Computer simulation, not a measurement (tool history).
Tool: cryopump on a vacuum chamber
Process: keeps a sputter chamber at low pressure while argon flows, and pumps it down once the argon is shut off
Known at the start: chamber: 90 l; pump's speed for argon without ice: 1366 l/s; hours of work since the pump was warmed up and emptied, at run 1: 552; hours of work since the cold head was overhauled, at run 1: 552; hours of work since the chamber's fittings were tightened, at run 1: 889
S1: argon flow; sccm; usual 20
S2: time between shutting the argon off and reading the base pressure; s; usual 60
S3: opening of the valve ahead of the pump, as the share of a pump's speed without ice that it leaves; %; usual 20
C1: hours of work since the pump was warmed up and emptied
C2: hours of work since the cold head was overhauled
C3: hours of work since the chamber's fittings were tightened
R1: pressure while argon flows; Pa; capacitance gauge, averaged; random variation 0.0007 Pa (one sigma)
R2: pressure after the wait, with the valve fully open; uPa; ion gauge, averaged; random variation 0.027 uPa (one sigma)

run,hour,S1,S2,S3,C1,C2,C3,R1,R2
1,0.0,20,60,20,552,552,889,0.1278,2.98
2,8.8,20,60,20,558,558,895,0.1282,3.04
3,19.3,20,60,20,566,566,903,0.1263,2.96
4,31.9,20,60,20,575,575,912,0.1291,3.02
5,41.5,20,60,21,582,582,919,0.1224,3.03
6,60.3,20,60,21,595,595,932,0.1217,3.09
7,74.7,20,60,21,606,606,943,0.1220,3.09
8,83.1,20,60,20,612,612,949,0.1290,3.17
9,91.6,11,136,19,618,618,955,0.0743,2.63
10,100.5,11,136,19,624,624,961,0.0736,2.64
11,117.1,9,23,25,636,636,973,0.0473,4.67
12,130.8,25,23,25,646,646,983,0.1302,4.78
13,139.5,16,49,25,652,652,989,0.0829,3.66
14,157.4,10,49,43,665,665,1002,0.0309,3.41
15,167.9,20,109,26,673,673,1010,0.1000,2.88

Forecast each of these 3 alternatives for the next run:
A,186.1,22,109,51,686,686,1023,?,?
B,186.1,26,28,15,686,686,1023,?,?
C,186.1,12,60,20,686,686,1023,?,?

run,R1,R2
A,0.0592,2.92
B,0.2213,4.44
C,0.0766,3.38
Without the tool's hidden state the same runs would have given:
run,R1,R2
A,0.0533,0.77
B,0.2144,2.30
C,0.0734,1.20
